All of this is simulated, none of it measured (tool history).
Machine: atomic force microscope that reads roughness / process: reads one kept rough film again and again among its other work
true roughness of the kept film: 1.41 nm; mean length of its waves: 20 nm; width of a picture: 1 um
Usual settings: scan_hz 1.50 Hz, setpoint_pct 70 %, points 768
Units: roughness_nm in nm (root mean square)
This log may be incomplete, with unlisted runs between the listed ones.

| run | hour | scan_hz | setpoint_pct | points | roughness_nm |
|---|---|---|---|---|---|
| 1 | 0.0 | 1.50 | 70 | 768 | 1.018 |
| 2 | 21.6 | 1.50 | 70 | 768 | 0.954 |
|  | 28.5 | new tip fitted |
| 3 | 33.4 | 1.50 | 70 | 768 | 1.131 |
| 4 | 55.4 | 1.50 | 70 | 974 | 1.072 |
| 5 | 81.7 | 1.50 | 70 | 974 | 0.979 |
|  | 95.1 | new tip fitted |
| 6 | 103.6 | 1.50 | 70 | 974 | 1.116 |
| 7 | 121.9 | 3.34 | 70 | 768 | 0.956 |
| 8 | 148.7 | 3.75 | 70 | 768 | 0.870 |
|  | 160.3 | new tip fitted |
| 9 | 165.9 | 3.75 | 70 | 768 | 1.011 |
| 10 | 182.3 | 1.50 | 70 | 768 | 1.081 |
| 11 | 207.6 | 1.50 | 70 | 768 | 0.991 |
| 12 | 221.9 | 1.50 | 70 | 768 | 0.948 |
|  | 226.3 | new tip fitted |
| 13 | 238.7 | 1.50 | 70 | 768 | 1.111 |
| 14 | 250.4 | 1.50 | 70 | 768 | 1.065 |
| 15 | 270.7 | 1.50 | 72 | 768 | 0.986 |
|  | 292.9 | new tip fitted |
| 16 | 296.6 | 1.50 | 72 | 768 | 1.129 |
| 17 | 317.1 | 1.50 | 72 | 768 | 1.066 |
| 18 | 335.7 | 1.50 | 72 | 768 | 1.003 |
| 19 | 348.9 | 1.11 | 70 | 768 | 0.990 |
|  | 359.8 | new tip fitted |
| 20 | 370.8 | 1.11 | 57 | 768 | 1.185 |
| 21 | 389.6 | 1.50 | 64 | 768 | 1.073 |
| 22 | 405.0 | 1.50 | 64 | 768 | 1.035 |
|  | 426.0 | new tip fitted |
| 23 | 426.3 | 1.50 | 64 | 768 | 1.187 |
| 24 | 453.3 | 1.50 | 70 | 352 | 1.020 |
| 25 | 471.9 | 1.50 | 70 | 352 | 0.984 |
|  | 491.6 | new tip fitted |
| 26 | 493.3 | 1.50 | 70 | 461 | 1.132 |
| 27 | 520.7 | 1.50 | 70 | 461 | 1.035 |
| 28 | 539.9 | 1.50 | 70 | 965 | 0.988 |
|  | 557.9 | new tip fitted |
| 29 | 564.5 | 1.50 | 70 | 965 | 1.125 |
| 30 | 582.3 | 1.50 | 60 | 266 | 1.068 |
| 31 | 595.5 | 1.50 | 70 | 289 | 0.978 |
| 32 | 607.9 | 1.50 | 65 | 289 | 0.973 |
|  | 624.3 | new tip fitted |
| 33 | 626.8 | 2.90 | 72 | 295 | 1.012 |
| 34 | 654.4 | 2.90 | 72 | 295 | 0.930 |
| 35 | 672.0 | 2.09 | 84 | 521 | 0.857 |
| 36 | 684.3 | 2.09 | 84 | 521 | 0.830 |
|  | 689.8 | new tip fitted |
| 37 | 710.2 | 2.09 | 84 | 521 | 0.933 |
| 38 | 728.0 | 1.78 | 68 | 292 | 0.989 |
| 39 | 750.7 | 1.10 | 70 | 465 | 0.971 |
|  | 756.7 | new tip fitted |
| 40 | 777.4 | 2.04 | 77 | 588 | 0.985 |
| 41 | 788.9 | 2.04 | 77 | 588 | 0.951 |
| 42 | 804.4 | 2.04 | 77 | 588 | 0.914 |
| 43 | 819.7 | 2.04 | 77 | 588 | 0.860 |
|  | 822.6 | new tip fitted |
| 44 | 833.0 | 2.04 | 62 | 588 | 1.117 |
| 45 | 858.9 | 2.04 | 62 | 588 | 1.036 |
| 46 | 879.4 | 2.04 | 62 | 588 | 0.961 |
|  | 888.5 | new tip fitted |
| 47 | 901.9 | 1.96 | 67 | 477 | 1.075 |
| 48 | 920.9 | 1.96 | 67 | 477 | 1.004 |

Each row is a separate what-if for the run after 48, all from the same tool condition, not one after another. Results?
| A | 945.6 | 0.54 | 70 | 768 | ? |
| B | 945.6 | 1.50 | 70 | 272 | ? |
| C | 945.6 | 1.96 | 68 | 783 | ? |

| run | roughness_nm |
|---|---|
| A | 1.004 |
| B | 0.924 |
| C | 0.948 |
With the hidden condition removed and each run's random variation left untouched, the same runs would have given:
| run | roughness_nm |
|---|---|
| A | 1.237 |
| B | 1.137 |
| C | 1.167 |
